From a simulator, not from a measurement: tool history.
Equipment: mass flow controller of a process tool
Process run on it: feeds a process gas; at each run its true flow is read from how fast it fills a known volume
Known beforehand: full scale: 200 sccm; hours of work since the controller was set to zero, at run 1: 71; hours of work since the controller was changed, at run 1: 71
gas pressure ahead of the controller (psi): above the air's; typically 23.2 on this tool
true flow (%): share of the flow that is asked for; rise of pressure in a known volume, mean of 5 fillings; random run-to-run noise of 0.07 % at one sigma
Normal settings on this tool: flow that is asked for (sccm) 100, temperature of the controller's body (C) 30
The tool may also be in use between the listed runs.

run	day	flow that is asked for (sccm)	gas pressure ahead of the controller (psi)	temperature of the controller's body (C)	hours of work since the controller was set to zero	hours of work since the controller was changed	true flow (%)
1	0	100	23.2	30	71	71	99.25
2	4.954	100	23.2	30	107	107	99.24
3	8.312	37	23.2	30	131	131	99
4	13.108	37	23.2	30	166	166	99.17
5	18.396	37	23.2	30	204	204	99.28
6	23.504	37	23.2	30	241	241	99.3
7	28.375	37	23.2	30	276	276	99.42
8	31.85	37	23.2	30	301	301	99.38
9	38.05	37	23.2	30	346	346	99.62
10	42.979	37	23.2	30	381	381	99.68
11	46.454	100	33.2	30	406	406	99.27
12	52.7	100	33.2	30	451	451	99.47
13	57.317	100	33.2	30	485	485	99.35
14	61.288	100	33.2	30	514	514	99.33
15	65.446	100	33.2	30	544	544	99.39
16	69.212	100	33.2	30	571	571	99.51
17	74.608	100	33.2	30	610	610	99.7
18	77.204	100	33.2	30	628	628	99.52
19	80.038	100	23.2	30	649	649	99.88
20	85.292	100	30.5	30	687	687	99.75
21	89.483	100	30.5	30	717	717	99.85
22	94.467	100	30.5	30	753	753	99.76
23	100.558	171	23.2	30	797	797	100.43
24	103.192	171	23.2	30	816	816	100.49
25	108.4	59	26.7	24	854	854	100.63
26	112.071	178	31.9	36	880	880	99.78
27	118.042	113	22.8	37	923	923	99.42
28	122.712	100	27.6	25	957	957	100.72
29	128.512	37	24.4	28	999	999	101.02
30	132.2	37	24.4	28	1026	1026	101.24
31	137.608	24	20.9	26	1065	1065	102.41
32	143.604	24	20.9	26	1108	1108	102.51
33	146.962	24	20.9	26	1132	1132	102.56
34	150.104	59	22.2	27	1155	1155	100.97
35	152.767	59	38.3	27	1174	1174	100.7
36	155.762	78	22.3	39	1196	1196	99.69
37	161	49	32.1	20	1234	1234	101.8
38	166.512	49	32.1	20	1274	1274	101.8
39	169.8	41	40.3	23	1297	1297	101.57
40	175.838	41	40.3	23	1341	1341	101.58
41	178.8	85	30	37	1362	1362	99.94
42	184.308	45	35.4	27	1402	1402	101.32
43	187.017	45	35.4	27	1422	1422	101.42
44	192.554	45	35.4	38	1462	1462	100.48
45	197.046	45	28.3	29	1494	1494	101.63
46	202.929	45	28.3	29	1537	1537	101.62
47	205.938	45	34.1	29	1558	1558	101.53
48	211.479	24	36.7	34	1598	1598	102.54

Consider 5 possible next runs. They are alternatives, not a sequence: every one starts from the tool as it was left by run 48. What does each give?
A	216.4	68	23.2	31	1634	1634	?
B	216.4	100	21.2	30	1634	1634	?
C	216.4	36	32.8	34	1634	1634	?
D	216.4	40	36.7	34	1634	1634	?
E	216.4	68	21.3	31	1634	1634	?

run	true flow (%)
A	101.3
B	101.34
C	101.61
D	101.37
E	101.38
With no hidden state in the tool, these same runs would have given:
run	true flow (%)
A	98.5
B	98.98
C	97.59
D	97.61
E	98.58
